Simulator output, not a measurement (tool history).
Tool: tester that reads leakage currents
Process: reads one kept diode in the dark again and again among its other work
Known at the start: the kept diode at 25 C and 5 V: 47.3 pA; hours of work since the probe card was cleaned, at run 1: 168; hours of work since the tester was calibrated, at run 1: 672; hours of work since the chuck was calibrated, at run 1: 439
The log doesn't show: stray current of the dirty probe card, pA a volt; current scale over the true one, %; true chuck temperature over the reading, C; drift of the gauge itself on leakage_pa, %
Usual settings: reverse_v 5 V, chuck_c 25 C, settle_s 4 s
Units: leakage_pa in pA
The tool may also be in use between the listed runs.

run,hour,reverse_v,chuck_c,settle_s,hours of work since the probe card was cleaned,hours of work since the tester was calibrated,hours of work since the chuck was calibrated,leakage_pa
1,0,5,25,4,168,672,439,47.8
2,21.2,5,25,4,182,686,452,47.92
3,43.3,5,25,4,196,700,467,47.6
4,67.3,5,28,4,212,715,482,63.85
5,104.8,15.48,25,4,236,740,506,85.15
6,134.1,15.48,25,4,255,759,525,85.37
7,154.5,15.48,25,0.38,268,772,539,97.93
8,175.5,5,25,4,282,785,552,47.74
9,193.6,5,50,1.38,293,797,564,449.07
10,232,1.62,30,2.5,318,822,589,43.46
11,253.4,5,26,4,332,836,602,52.46
12,272.3,5,42,7.98,344,848,615,227.01
13,297,5,24,1.14,360,864,631,44.49
14,320.5,1.51,32,0.57,375,879,646,51.28
15,339.2,19.55,48,5.65,387,891,658,759.58
16,362.7,1.98,47,0.36,403,906,673,220.02

3 ways to go on from here, each from the tool as it stands after run 16. What would each give?
A,397.3,15.31,47,0.36,425,929,695,?
B,397.3,5,25,6.45,425,929,695,?
C,397.3,1.98,28,0.36,425,929,695,?

run,leakage_pa
A,626.93
B,47.53
C,41.25
Without the tool's hidden state the same runs would have given:
run,leakage_pa
A,627.32
B,47.56
C,41.28
